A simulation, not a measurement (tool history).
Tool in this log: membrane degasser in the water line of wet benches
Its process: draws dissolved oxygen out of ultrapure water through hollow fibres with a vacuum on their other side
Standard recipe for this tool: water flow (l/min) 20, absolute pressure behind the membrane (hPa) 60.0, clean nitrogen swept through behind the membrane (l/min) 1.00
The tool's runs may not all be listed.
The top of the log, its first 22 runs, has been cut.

| run | hour | water flow (l/min) | absolute pressure behind the membrane (hPa) | clean nitrogen swept through behind the membrane (l/min) | hours since the membrane was changed | hours since the vacuum gauge was calibrated | hours since the vacuum lines were made tight | dissolved oxygen in the water behind the degasser (ppb) | pressure that the water loses in the fibres (hPa) |
|---|---|---|---|---|---|---|---|---|---|
|  | 4002.5 | vacuum gauge calibrated |
| 23 | 4165.2 | 18 | 49.0 | 0.66 | 8531 | 163 | 6166 | 265.7 | 381.9 |
| 24 | 4368.0 | 18 | 49.0 | 0.66 | 8733 | 366 | 6369 | 265.4 | 379.8 |
| 25 | 4534.1 | 18 | 110.2 | 0.86 | 8900 | 532 | 6535 | 518.0 | 379.7 |
| 26 | 4747.0 | 31 | 40.3 | 2.25 | 9112 | 745 | 6748 | 769.8 | 653.7 |
| 27 | 5034.5 | 31 | 100.4 | 2.25 | 9400 | 1032 | 7036 | 935.9 | 655.3 |
| 28 | 5316.1 | 20 | 60.6 | 2.63 | 9682 | 1314 | 7317 | 293.4 | 425.6 |
| 29 | 5496.4 | 20 | 60.6 | 2.63 | 9862 | 1494 | 7498 | 299.2 | 419.8 |
|  | 5539.3 | seals of the vacuum lines changed |
| 30 | 5632.9 | 30 | 41.0 | 1.07 | 9996 | 1628 | 94 | 758.3 | 636.5 |
| 31 | 5798.1 | 13 | 78.0 | 0.52 | 10162 | 1794 | 259 | 295.6 | 276.9 |
| 32 | 6052.2 | 13 | 78.0 | 0.56 | 10416 | 2048 | 513 | 284.5 | 277.0 |

3 ways to go on from here, each from the tool as it stands after run 32. What would each give?
| A | 6270.6 | 13 | 78.0 | 1.14 | 10634 | 2266 | 731 | ? | ? |
| B | 6270.6 | 18 | 78.0 | 0.56 | 10634 | 2266 | 731 | ? | ? |
| C | 6270.6 | 13 | 95.5 | 1.47 | 10634 | 2266 | 731 | ? | ? |

| run | dissolved oxygen in the water behind the degasser (ppb) | pressure that the water loses in the fibres (hPa) |
|---|---|---|
| A | 175.0 | 277.4 |
| B | 472.3 | 383.9 |
| C | 184.9 | 279.9 |
The same runs, with their run-to-run variation unchanged, on a tool lacking any hidden condition would have given:
| run | dissolved oxygen in the water behind the degasser (ppb) | pressure that the water loses in the fibres (hPa) |
|---|---|---|
| A | 153.4 | 255.0 |
| B | 415.8 | 352.9 |
| C | 164.0 | 257.5 |
